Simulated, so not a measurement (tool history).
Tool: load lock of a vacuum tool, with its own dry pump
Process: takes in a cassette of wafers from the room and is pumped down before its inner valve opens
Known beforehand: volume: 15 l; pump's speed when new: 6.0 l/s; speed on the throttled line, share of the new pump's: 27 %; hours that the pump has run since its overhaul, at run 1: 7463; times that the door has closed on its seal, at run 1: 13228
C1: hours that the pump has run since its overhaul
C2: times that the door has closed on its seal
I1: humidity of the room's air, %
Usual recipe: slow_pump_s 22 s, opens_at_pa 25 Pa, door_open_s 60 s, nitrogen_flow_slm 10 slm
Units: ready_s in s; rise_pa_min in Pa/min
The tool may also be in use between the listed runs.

{"run": 1, "day": 0.0, "slow_pump_s": 22, "opens_at_pa": 25, "door_open_s": 60, "nitrogen_flow_slm": 10, "C1": 7463, "C2": 13228, "I1": 42.8, "ready_s": 39.7, "rise_pa_min": 0.12}
{"run": 2, "day": 2.017, "slow_pump_s": 22, "opens_at_pa": 25, "door_open_s": 39, "nitrogen_flow_slm": 10, "C1": 7512, "C2": 13417, "I1": 42.7, "ready_s": 39.4, "rise_pa_min": 0.109}
{"run": 3, "day": 4.667, "slow_pump_s": 22, "opens_at_pa": 25, "door_open_s": 225, "nitrogen_flow_slm": 10, "C1": 7575, "C2": 13665, "I1": 44, "ready_s": 39.6, "rise_pa_min": 0.194}
{"run": 4, "day": 6.546, "slow_pump_s": 22, "opens_at_pa": 25, "door_open_s": 225, "nitrogen_flow_slm": 10, "C1": 7620, "C2": 13840, "I1": 42, "ready_s": 39.6, "rise_pa_min": 0.193}
{"run": 5, "day": 8.242, "slow_pump_s": 22, "opens_at_pa": 25, "door_open_s": 225, "nitrogen_flow_slm": 10, "C1": 7661, "C2": 13999, "I1": 46.1, "ready_s": 39.6, "rise_pa_min": 0.209}
{"run": 6, "day": 10.608, "slow_pump_s": 16, "opens_at_pa": 25, "door_open_s": 60, "nitrogen_flow_slm": 10, "C1": 7718, "C2": 14221, "I1": 44.5, "ready_s": 35.5, "rise_pa_min": 0.129}
{"run": 7, "day": 14.104, "slow_pump_s": 16, "opens_at_pa": 25, "door_open_s": 60, "nitrogen_flow_slm": 6, "C1": 7802, "C2": 14548, "I1": 45.8, "ready_s": 35.5, "rise_pa_min": 0.134}
{"run": 8, "day": 16.283, "slow_pump_s": 16, "opens_at_pa": 25, "door_open_s": 60, "nitrogen_flow_slm": 6, "C1": 7854, "C2": 14751, "I1": 48.3, "ready_s": 35.7, "rise_pa_min": 0.143}
{"run": 9, "day": 20.183, "slow_pump_s": 22, "opens_at_pa": 25, "door_open_s": 60, "nitrogen_flow_slm": 10, "C1": 7948, "C2": 15116, "I1": 41.5, "ready_s": 39.6, "rise_pa_min": 0.132}
{"run": 10, "day": 22.95, "slow_pump_s": 22, "opens_at_pa": 25, "door_open_s": 61, "nitrogen_flow_slm": 10, "C1": 8014, "C2": 15375, "I1": 45.1, "ready_s": 39.8, "rise_pa_min": 0.139}
{"run": 11, "day": 24.771, "slow_pump_s": 22, "opens_at_pa": 20, "door_open_s": 61, "nitrogen_flow_slm": 10, "C1": 8058, "C2": 15545, "I1": 47.2, "ready_s": 40.1, "rise_pa_min": 0.138}
{"run": 12, "day": 26.908, "slow_pump_s": 22, "opens_at_pa": 20, "door_open_s": 61, "nitrogen_flow_slm": 10, "C1": 8109, "C2": 15745, "I1": 44, "ready_s": 40.2, "rise_pa_min": 0.137}
{"run": 13, "day": 29.762, "slow_pump_s": 37, "opens_at_pa": 25, "door_open_s": 36, "nitrogen_flow_slm": 10, "C1": 8178, "C2": 16012, "I1": 44.8, "ready_s": 50, "rise_pa_min": 0.125}
{"run": 14, "day": 32.512, "slow_pump_s": 37, "opens_at_pa": 25, "door_open_s": 36, "nitrogen_flow_slm": 35, "C1": 8244, "C2": 16270, "I1": 46.1, "ready_s": 50.5, "rise_pa_min": 0.12}
{"run": 15, "day": 34.921, "slow_pump_s": 37, "opens_at_pa": 25, "door_open_s": 36, "nitrogen_flow_slm": 35, "C1": 8301, "C2": 16495, "I1": 45.5, "ready_s": 50.2, "rise_pa_min": 0.122}
{"run": 16, "day": 36.683, "slow_pump_s": 14, "opens_at_pa": 25, "door_open_s": 186, "nitrogen_flow_slm": 10, "C1": 8344, "C2": 16660, "I1": 47.9, "ready_s": 34.1, "rise_pa_min": 0.212}
{"run": 17, "day": 40.2, "slow_pump_s": 14, "opens_at_pa": 25, "door_open_s": 186, "nitrogen_flow_slm": 10, "C1": 8428, "C2": 16989, "I1": 45.4, "ready_s": 34.7, "rise_pa_min": 0.21}
{"run": 18, "day": 44.254, "slow_pump_s": 22, "opens_at_pa": 18, "door_open_s": 60, "nitrogen_flow_slm": 25, "C1": 8525, "C2": 17368, "I1": 48.9, "ready_s": 40.9, "rise_pa_min": 0.142}
{"run": 19, "day": 46.312, "slow_pump_s": 22, "opens_at_pa": 18, "door_open_s": 60, "nitrogen_flow_slm": 25, "C1": 8575, "C2": 17561, "I1": 45.4, "ready_s": 40.8, "rise_pa_min": 0.147}
{"run": 20, "day": 49.779, "slow_pump_s": 22, "opens_at_pa": 25, "door_open_s": 92, "nitrogen_flow_slm": 10, "C1": 8658, "C2": 17885, "I1": 44.8, "ready_s": 39.6, "rise_pa_min": 0.169}
{"run": 21, "day": 53.754, "slow_pump_s": 21, "opens_at_pa": 42, "door_open_s": 92, "nitrogen_flow_slm": 6, "C1": 8753, "C2": 18256, "I1": 41.9, "ready_s": 37.6, "rise_pa_min": 0.176}
{"run": 22, "day": 57.779, "slow_pump_s": 33, "opens_at_pa": 38, "door_open_s": 175, "nitrogen_flow_slm": 9, "C1": 8850, "C2": 18633, "I1": 45.1, "ready_s": 46.3, "rise_pa_min": 0.222}
{"run": 23, "day": 59.462, "slow_pump_s": 33, "opens_at_pa": 38, "door_open_s": 175, "nitrogen_flow_slm": 9, "C1": 8890, "C2": 18790, "I1": 41.2, "ready_s": 45.8, "rise_pa_min": 0.21}
{"run": 24, "day": 62.121, "slow_pump_s": 33, "opens_at_pa": 38, "door_open_s": 175, "nitrogen_flow_slm": 9, "C1": 8954, "C2": 19039, "I1": 47.6, "ready_s": 46.3, "rise_pa_min": 0.235}

Each row is a separate what-if for the run after 24, all from the same tool condition, not one after another. Results?
{"run": "A", "day": 65.162, "slow_pump_s": 22, "opens_at_pa": 25, "door_open_s": 102, "nitrogen_flow_slm": 10, "C1": 9027, "C2": 19324, "I1": 42.6, "ready_s": "?", "rise_pa_min": "?"}
{"run": "B", "day": 65.162, "slow_pump_s": 22, "opens_at_pa": 35, "door_open_s": 33, "nitrogen_flow_slm": 5, "C1": 9027, "C2": 19324, "I1": 45.7, "ready_s": "?", "rise_pa_min": "?"}
{"run": "C", "day": 65.162, "slow_pump_s": 21, "opens_at_pa": 38, "door_open_s": 175, "nitrogen_flow_slm": 9, "C1": 9027, "C2": 19324, "I1": 46.9, "ready_s": "?", "rise_pa_min": "?"}
{"run": "D", "day": 65.162, "slow_pump_s": 32, "opens_at_pa": 38, "door_open_s": 175, "nitrogen_flow_slm": 9, "C1": 9027, "C2": 19324, "I1": 42.8, "ready_s": "?", "rise_pa_min": "?"}

run=A ready_s=40 rise_pa_min=0.189
run=B ready_s=38.9 rise_pa_min=0.161
run=C ready_s=37.9 rise_pa_min=0.232
run=D ready_s=45.4 rise_pa_min=0.226
With no hidden state in the tool, these same runs would have given:
run=A ready_s=37.1 rise_pa_min=0.078
run=B ready_s=36 rise_pa_min=0.048
run=C ready_s=35.1 rise_pa_min=0.121
run=D ready_s=43.2 rise_pa_min=0.112
